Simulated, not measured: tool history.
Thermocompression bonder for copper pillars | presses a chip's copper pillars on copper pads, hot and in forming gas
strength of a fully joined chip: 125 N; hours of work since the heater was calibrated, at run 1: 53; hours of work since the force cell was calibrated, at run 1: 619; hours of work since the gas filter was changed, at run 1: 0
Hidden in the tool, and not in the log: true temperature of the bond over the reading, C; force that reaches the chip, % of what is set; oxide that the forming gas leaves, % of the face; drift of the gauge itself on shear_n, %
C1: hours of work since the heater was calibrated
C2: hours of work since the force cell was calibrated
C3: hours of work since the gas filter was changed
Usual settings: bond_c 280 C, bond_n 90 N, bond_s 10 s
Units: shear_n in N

run 1 hour=0.0 | bond_c=280 bond_n=90 bond_s=10 | C1=53 C2=619 C3=0 | shear_n=83.8
run 2 hour=44.0 | bond_c=280 bond_n=90 bond_s=9 | C1=72 C2=639 C3=20 | shear_n=82.5
run 3 hour=74.0 | bond_c=280 bond_n=90 bond_s=9 | C1=86 C2=652 C3=33 | shear_n=84.2
run 4 hour=92.2 | bond_c=280 bond_n=127 bond_s=10 | C1=94 C2=660 C3=41 | shear_n=104.2
run 5 hour=122.1 | bond_c=280 bond_n=127 bond_s=10 | C1=107 C2=673 C3=54 | shear_n=105.0
run 6 hour=140.7 | bond_c=280 bond_n=127 bond_s=13 | C1=115 C2=682 C3=62 | shear_n=107.9
run 7 hour=170.0 | bond_c=280 bond_n=127 bond_s=13 | C1=128 C2=695 C3=75 | shear_n=109.7
run 8 hour=188.3 | bond_c=280 bond_n=127 bond_s=13 | C1=136 C2=703 C3=84 | shear_n=108.4
run 9 hour=220.7 | bond_c=280 bond_n=127 bond_s=13 | C1=151 C2=717 C3=98 | shear_n=107.9
run 10 hour=247.1 | bond_c=280 bond_n=90 bond_s=10 | C1=163 C2=729 C3=110 | shear_n=83.6
run 11 hour=268.3 | bond_c=280 bond_n=90 bond_s=10 | C1=172 C2=738 C3=119 | shear_n=84.5
run 12 hour=291.9 | bond_c=280 bond_n=90 bond_s=10 | C1=182 C2=749 C3=130 | shear_n=83.5
run 13 hour=326.9 | bond_c=280 bond_n=90 bond_s=10 | C1=198 C2=764 C3=145 | shear_n=85.2
run 14 hour=353.7 | bond_c=280 bond_n=90 bond_s=10 | C1=210 C2=776 C3=157 | shear_n=84.8
run 15 hour=395.5 | bond_c=280 bond_n=90 bond_s=10 | C1=228 C2=795 C3=176 | shear_n=84.7
run 16 hour=423.2 | bond_c=280 bond_n=90 bond_s=10 | C1=241 C2=807 C3=188 | shear_n=83.9
run 17 hour=446.9 | bond_c=272 bond_n=124 bond_s=8 | C1=251 C2=818 C3=198 | shear_n=90.8
run 18 hour=478.7 | bond_c=285 bond_n=85 bond_s=10 | C1=265 C2=832 C3=213 | shear_n=85.7
run 19 hour=506.1 | bond_c=285 bond_n=85 bond_s=10 | C1=277 C2=844 C3=225 | shear_n=86.6
-- hour=529.6 forming gas filter changed
run 20 hour=531.0 | bond_c=274 bond_n=61 bond_s=10 | C1=288 C2=855 C3=1 | shear_n=56.8
run 21 hour=555.3 | bond_c=274 bond_n=62 bond_s=10 | C1=299 C2=865 C3=11 | shear_n=59.4
run 22 hour=598.1 | bond_c=278 bond_n=67 bond_s=10 | C1=318 C2=884 C3=30 | shear_n=64.5
run 23 hour=617.0 | bond_c=250 bond_n=72 bond_s=10 | C1=326 C2=893 C3=39 | shear_n=46.6
run 24 hour=652.4 | bond_c=302 bond_n=73 bond_s=20 | C1=342 C2=909 C3=55 | shear_n=103.5
run 25 hour=676.9 | bond_c=306 bond_n=101 bond_s=11 | C1=353 C2=919 C3=65 | shear_n=110.0
run 26 hour=711.3 | bond_c=306 bond_n=101 bond_s=11 | C1=368 C2=935 C3=81 | shear_n=111.3
run 27 hour=749.0 | bond_c=294 bond_n=59 bond_s=29 | C1=385 C2=951 C3=97 | shear_n=95.6
run 28 hour=776.4 | bond_c=294 bond_n=59 bond_s=29 | C1=397 C2=964 C3=110 | shear_n=95.9
run 29 hour=810.4 | bond_c=272 bond_n=98 bond_s=7 | C1=412 C2=979 C3=125 | shear_n=74.6

How the hidden state differs across the entries between the runs, from the last listed run before each to the first after it:
Between runs 19 and 20: forming gas filter changed (hour 529.6)
  oxide that the forming gas leaves, % of the face: 1.11 -> 0.5

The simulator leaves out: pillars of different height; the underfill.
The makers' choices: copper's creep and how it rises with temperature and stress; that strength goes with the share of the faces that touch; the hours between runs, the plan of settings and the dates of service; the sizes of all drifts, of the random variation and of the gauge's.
